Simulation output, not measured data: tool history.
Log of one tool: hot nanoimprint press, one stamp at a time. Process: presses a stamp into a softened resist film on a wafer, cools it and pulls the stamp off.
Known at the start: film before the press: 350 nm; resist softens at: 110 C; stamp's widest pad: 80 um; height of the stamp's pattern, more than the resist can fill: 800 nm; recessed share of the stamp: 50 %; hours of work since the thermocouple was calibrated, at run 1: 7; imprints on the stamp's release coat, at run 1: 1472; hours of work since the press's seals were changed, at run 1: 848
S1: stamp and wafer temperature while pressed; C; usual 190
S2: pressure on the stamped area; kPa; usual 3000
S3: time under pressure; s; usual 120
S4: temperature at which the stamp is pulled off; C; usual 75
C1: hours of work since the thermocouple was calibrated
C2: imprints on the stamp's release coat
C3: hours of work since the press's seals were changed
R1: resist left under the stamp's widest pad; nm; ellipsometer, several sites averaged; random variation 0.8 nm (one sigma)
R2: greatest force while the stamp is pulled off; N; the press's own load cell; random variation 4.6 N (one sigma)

run,hour,S1,S2,S3,S4,C1,C2,C3,R1,R2
1,0,190,3000,120,75,7,1472,848,153.9,227
2,51.7,190,3000,120,75,38,1678,878,154.1,219
3,93,190,3000,120,75,62,1843,902,153,229
4,123,190,3000,120,75,79,1963,919,154.2,214
5,148.7,190,3000,120,75,94,2065,934,153.5,230
6,172.3,181,3000,120,75,108,2159,948,205,218
# hour 189.7: stamp cleaned and given a new release coat
7,214.8,181,3000,120,75,129,100,969,201.5,221
8,245.4,190,3000,120,75,147,222,987,152.6,222
9,268.6,190,3000,120,75,160,315,1001,153.8,215
10,300.5,190,3000,120,67,179,442,1019,151.8,273
11,322,190,3000,70,75,191,527,1032,183.8,226
12,368.3,190,3000,70,75,218,712,1059,180.9,220
13,408.6,190,3000,212,75,242,872,1082,123.2,221
14,433.6,190,3000,175,75,256,972,1097,131.9,218
# hour 456: plate thermocouple calibrated
15,464.2,190,2770,120,75,5,1082,1113,157.5,221
16,488.2,190,3000,189,76,19,1178,1127,129.1,217
17,526,190,3000,189,76,41,1328,1149,127.5,219
18,550.1,190,3000,189,76,55,1424,1163,127.9,219
# hour 561.4: press's hydraulic seals changed and the load cell set to zero
19,578.9,190,3000,189,76,67,1507,10,127.5,220
20,603.4,190,3000,86,70,81,1605,24,170.8,246
21,627.8,193,3000,120,75,95,1702,39,138.5,226
22,677.8,181,3200,120,73,124,1901,68,194.9,235
23,728.5,181,3200,120,73,154,2103,97,196,229
# hour 760.2: stamp cleaned and given a new release coat
24,778.8,184,3200,120,77,180,74,123,176.8,213
25,824.9,184,3200,120,77,207,258,150,177.6,213
26,873.8,184,3200,120,77,235,452,178,175,208
27,918.8,199,3370,197,77,261,632,205,87.4,214
# hour 933.6: plate thermocouple calibrated
28,959.6,199,3370,197,77,15,782,227,87.3,217
29,984.5,199,3370,197,77,30,882,241,87.7,213

Forecast each of these 4 alternatives for the next run:
A,1029.4,190,4250,156,75,56,1060,267,?,?
B,1029.4,190,3000,149,75,56,1060,267,?,?
C,1029.4,190,2110,120,64,56,1060,267,?,?
D,1029.4,178,3370,145,77,56,1060,267,?,?

run,R1,R2
A,113.9,229
B,137.2,230
C,176.8,277
D,196.3,216
Without the tool's hidden state the same runs would have given:
run,R1,R2
A,116.5,228
B,140.4,228
C,181,275
D,200.8,214

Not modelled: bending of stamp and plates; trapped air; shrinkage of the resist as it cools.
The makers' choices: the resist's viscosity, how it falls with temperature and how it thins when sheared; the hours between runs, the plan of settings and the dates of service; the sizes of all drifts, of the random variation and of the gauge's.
